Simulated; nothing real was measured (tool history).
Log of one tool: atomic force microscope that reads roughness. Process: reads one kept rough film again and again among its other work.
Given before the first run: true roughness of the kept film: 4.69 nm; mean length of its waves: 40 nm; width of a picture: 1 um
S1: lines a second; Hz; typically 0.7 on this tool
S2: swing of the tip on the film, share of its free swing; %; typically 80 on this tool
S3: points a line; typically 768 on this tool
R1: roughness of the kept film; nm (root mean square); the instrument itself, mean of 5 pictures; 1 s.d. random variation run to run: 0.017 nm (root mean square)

run	hour	S1	S2	S3	R1
1	0	0.7	80	768	3.722
2	9.1	0.7	80	768	3.739
3	16.4	0.7	80	768	3.69
4	20.6	0.7	80	768	3.69
5	27.2	0.615	80	768	3.719
6	32.7	0.615	80	768	3.749
7	38.7	0.615	80	768	3.71
8	44.9	0.615	80	768	3.735
9	48.9	0.7	80	768	3.7
10	53	0.7	80	768	3.652
11	59.1	0.7	80	768	3.688
12	63.3	0.7	83	768	3.635
13	69.5	0.7	83	768	3.648
14	75.2	0.7	83	768	3.636
15	80.5	0.7	83	768	3.627
16	88.3	0.7	83	334	3.631
17	97.3	0.7	83	334	3.577
18	101	0.7	83	334	3.595
19	107.8	0.7	80	621	3.613
20	112.3	0.7	76	621	3.678
21	117.9	0.7	78	708	3.651
# hour 122.3: new tip fitted
22	127.2	1.447	78	683	3.794
23	133.3	1.447	80	683	3.75
24	138.3	0.518	88	712	3.983
25	146.1	0.518	88	712	3.974
26	149.8	0.785	88	618	3.799
27	156.7	1.429	65	849	4.035
28	165.2	1.429	65	849	4.014
29	170.4	2.314	79	849	3.446
30	175.1	0.508	57	479	4.218
31	181.1	3.53	56	430	3.931
32	185.6	3.53	56	430	3.879
33	189.9	0.7	66	956	4.123
34	197.2	0.7	87	484	3.824
35	203.4	0.7	74	481	4.04
36	208.9	0.723	63	295	4.081
37	213.1	0.7	57	523	4.169
38	220.1	0.7	57	523	4.139

Below are 5 alternative next runs, each starting from the tool's condition after run 38. Predict each:
A	224.1	1.176	80	421	?
B	224.1	0.726	80	768	?
C	224.1	2.72	57	334	?
D	224.1	0.7	80	336	?
E	224.1	0.7	55	572	?

run	R1
A	3.755
B	3.925
C	3.917
D	3.908
E	4.158
Without the tool's unlogged condition, the same runs would have read:
run	R1
A	3.837
B	4.011
C	4.004
D	3.995
E	4.25
